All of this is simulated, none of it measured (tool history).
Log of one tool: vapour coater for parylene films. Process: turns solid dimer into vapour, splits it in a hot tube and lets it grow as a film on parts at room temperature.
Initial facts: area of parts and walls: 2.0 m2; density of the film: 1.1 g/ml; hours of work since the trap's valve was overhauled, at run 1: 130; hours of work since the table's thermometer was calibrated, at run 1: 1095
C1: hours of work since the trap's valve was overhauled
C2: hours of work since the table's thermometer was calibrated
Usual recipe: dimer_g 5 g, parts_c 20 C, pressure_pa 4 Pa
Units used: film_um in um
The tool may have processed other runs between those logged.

run 1 hour=0 | dimer_g=5 parts_c=20 pressure_pa=4 | C1=130 C2=1095 | film_um=1.48
run 2 hour=41.7 | dimer_g=5 parts_c=20 pressure_pa=4 | C1=150 C2=1116 | film_um=1.45
run 3 hour=84.1 | dimer_g=5 parts_c=20 pressure_pa=4 | C1=172 C2=1137 | film_um=1.5
-- hour=150.8 trap's valve overhauled
run 4 hour=163.1 | dimer_g=5 parts_c=20 pressure_pa=4 | C1=6 C2=1175 | film_um=1.46
run 5 hour=198.4 | dimer_g=8 parts_c=20 pressure_pa=4 | C1=24 C2=1192 | film_um=2.36
run 6 hour=279.8 | dimer_g=5 parts_c=20 pressure_pa=4 | C1=65 C2=1233 | film_um=1.46
run 7 hour=315 | dimer_g=5 parts_c=20 pressure_pa=9.49 | C1=82 C2=1251 | film_um=1.42
run 8 hour=377.4 | dimer_g=7 parts_c=20 pressure_pa=4 | C1=113 C2=1282 | film_um=2.1
run 9 hour=463.6 | dimer_g=7 parts_c=20 pressure_pa=4 | C1=156 C2=1325 | film_um=2.04
run 10 hour=540.6 | dimer_g=7 parts_c=20 pressure_pa=4 | C1=195 C2=1364 | film_um=2.09
-- hour=560.2 trap's valve overhauled
run 11 hour=630.5 | dimer_g=7 parts_c=20 pressure_pa=4 | C1=35 C2=1406 | film_um=2.08
run 12 hour=694.3 | dimer_g=5 parts_c=20 pressure_pa=4 | C1=67 C2=1438 | film_um=1.48
run 13 hour=747.8 | dimer_g=3 parts_c=14 pressure_pa=11.35 | C1=94 C2=1465 | film_um=0.98
run 14 hour=814.1 | dimer_g=5 parts_c=16 pressure_pa=2.1 | C1=127 C2=1498 | film_um=1.81
run 15 hour=877.3 | dimer_g=5 parts_c=16 pressure_pa=2.1 | C1=159 C2=1530 | film_um=1.76
run 16 hour=958.1 | dimer_g=4 parts_c=16 pressure_pa=4.23 | C1=199 C2=1570 | film_um=1.31
-- hour=968.6 trap's valve overhauled
run 17 hour=997.3 | dimer_g=8 parts_c=16 pressure_pa=2.72 | C1=14 C2=1588 | film_um=2.78
run 18 hour=1034.2 | dimer_g=8 parts_c=16 pressure_pa=2.72 | C1=33 C2=1606 | film_um=2.73
run 19 hour=1102.6 | dimer_g=6 parts_c=19 pressure_pa=5.46 | C1=67 C2=1641 | film_um=1.82
run 20 hour=1169.3 | dimer_g=7 parts_c=19 pressure_pa=2.68 | C1=100 C2=1674 | film_um=2.19
run 21 hour=1237.7 | dimer_g=5 parts_c=24 pressure_pa=4 | C1=135 C2=1708 | film_um=1.27
run 22 hour=1312.6 | dimer_g=3 parts_c=30 pressure_pa=11.57 | C1=172 C2=1746 | film_um=0.62
run 23 hour=1367.9 | dimer_g=3 parts_c=15 pressure_pa=10.76 | C1=200 C2=1773 | film_um=0.97

Here are 3 independent what-if runs from the current tool condition. What would each one return?
-- hour=1378.4 trap's valve overhauled
run A hour=1407.2 | dimer_g=3 parts_c=15 pressure_pa=2.11 | C1=14 C2=1791 | film_um=?
-- hour=1378.4 trap's valve overhauled
run B hour=1407.2 | dimer_g=6 parts_c=15 pressure_pa=10.76 | C1=14 C2=1791 | film_um=?
-- hour=1378.4 trap's valve overhauled
run C hour=1407.2 | dimer_g=3 parts_c=15 pressure_pa=2.72 | C1=14 C2=1791 | film_um=?

run=A film_um=1.05
run=B film_um=1.97
run=C film_um=1.05
With the hidden condition removed and each run's random variation left untouched, the same runs would have given:
run=A film_um=1.06
run=B film_um=1.97
run=C film_um=1.05

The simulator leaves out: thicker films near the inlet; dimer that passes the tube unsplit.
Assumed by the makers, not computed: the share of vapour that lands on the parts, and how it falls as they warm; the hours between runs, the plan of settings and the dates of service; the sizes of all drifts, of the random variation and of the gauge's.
